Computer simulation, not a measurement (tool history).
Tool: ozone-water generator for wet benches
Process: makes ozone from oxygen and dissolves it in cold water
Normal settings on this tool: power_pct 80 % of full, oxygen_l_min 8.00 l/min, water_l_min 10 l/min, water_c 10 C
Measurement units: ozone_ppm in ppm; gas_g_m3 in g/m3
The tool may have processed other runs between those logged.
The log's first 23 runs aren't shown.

| run | hour | power_pct | oxygen_l_min | water_l_min | water_c | hours of work since the electrodes were changed | hours of work since the contactor was cleaned | hours of work since the thermometer was calibrated | ozone_ppm | gas_g_m3 |
|---|---|---|---|---|---|---|---|---|---|---|
| 24 | 667.1 | 80 | 8.00 | 11 | 9 | 1915 | 214 | 2768 | 37.4 | 187.9 |
| 25 | 707.1 | 80 | 8.00 | 11 | 9 | 1953 | 252 | 2806 | 36.8 | 189.3 |
| 26 | 727.3 | 53 | 8.00 | 6 | 13 | 1972 | 271 | 2825 | 38.0 | 147.3 |
| 27 | 749.5 | 66 | 6.54 | 14 | 10 | 1993 | 292 | 2846 | 26.8 | 182.9 |
| 28 | 779.5 | 57 | 4.96 | 7 | 6 | 2022 | 320 | 2875 | 44.7 | 187.1 |
| 29 | 802.1 | 60 | 9.46 | 14 | 9 | 2043 | 342 | 2896 | 26.0 | 146.7 |
| 30 | 840.7 | 78 | 5.77 | 14 | 15 | 2080 | 379 | 2933 | 27.0 | 209.8 |
| 31 | 872.3 | 80 | 13.80 | 10 | 13 | 2110 | 409 | 2963 | 33.5 | 149.2 |
| 32 | 892.5 | 80 | 8.00 | 10 | 6 | 2129 | 428 | 2982 | 41.5 | 186.8 |
| 33 | 922.8 | 80 | 10.36 | 9 | 10 | 2158 | 457 | 3011 | 39.5 | 167.3 |

What if the next run were any one of these 4? Each begins from the tool's condition after run 33:
| A | 954.5 | 69 | 8.00 | 10 | 10 | 2188 | 487 | 3041 | ? | ? |
| B | 954.5 | 86 | 5.32 | 9 | 12 | 2188 | 487 | 3041 | ? | ? |
| C | 954.5 | 80 | 4.46 | 10 | 5 | 2188 | 487 | 3041 | ? | ? |
| D | 954.5 | 80 | 9.57 | 10 | 5 | 2188 | 487 | 3041 | ? | ? |

| run | ozone_ppm | gas_g_m3 |
|---|---|---|
| A | 35.0 | 171.3 |
| B | 41.5 | 229.0 |
| C | 41.2 | 238.3 |
| D | 41.6 | 172.9 |
Take away the tool's hidden state, keep each run's random variation, and the runs would have read:
| run | ozone_ppm | gas_g_m3 |
|---|---|---|
| A | 39.0 | 188.4 |
| B | 46.8 | 254.9 |
| C | 46.3 | 264.2 |
| D | 46.8 | 191.8 |
